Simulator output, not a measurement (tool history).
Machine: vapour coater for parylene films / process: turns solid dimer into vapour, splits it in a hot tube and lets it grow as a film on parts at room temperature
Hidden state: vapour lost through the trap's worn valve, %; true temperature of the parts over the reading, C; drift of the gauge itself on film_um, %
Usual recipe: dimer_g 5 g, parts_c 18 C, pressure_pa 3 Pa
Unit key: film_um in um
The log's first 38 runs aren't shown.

run,hour,dimer_g,parts_c,pressure_pa,hours of work since the trap's valve was overhauled,hours of work since the table's thermometer was calibrated,film_um
39,464.4,8,26,3.07,288,519,4.41
40,474.7,5,27,3,297,527,2.72
# hour 493: trap's valve overhauled
41,493.1,5,27,3,0,539,2.76
42,503.8,5,27,3,9,548,2.77
43,516.9,3,15,3,20,559,2.39
44,524.5,8,16,8.38,26,566,5.13
45,538.6,3,11,3.11,38,577,2.66
46,550.1,3,22,3.25,48,587,1.89
47,565.9,3,22,10.86,61,600,1.57
48,575.6,3,22,10.86,69,608,1.61

Alternative continuations, all from the tool just after run 48; predict every row:
A,583.9,3,25,11.62,76,615,?
B,583.9,9,25,9.71,76,615,?
C,583.9,3,18,4.28,76,615,?

run,film_um
A,1.4
B,4.36
C,2.05
Had the tool no hidden state, the same runs would have come out as:
run,film_um
A,1.41
B,4.36
C,2.05

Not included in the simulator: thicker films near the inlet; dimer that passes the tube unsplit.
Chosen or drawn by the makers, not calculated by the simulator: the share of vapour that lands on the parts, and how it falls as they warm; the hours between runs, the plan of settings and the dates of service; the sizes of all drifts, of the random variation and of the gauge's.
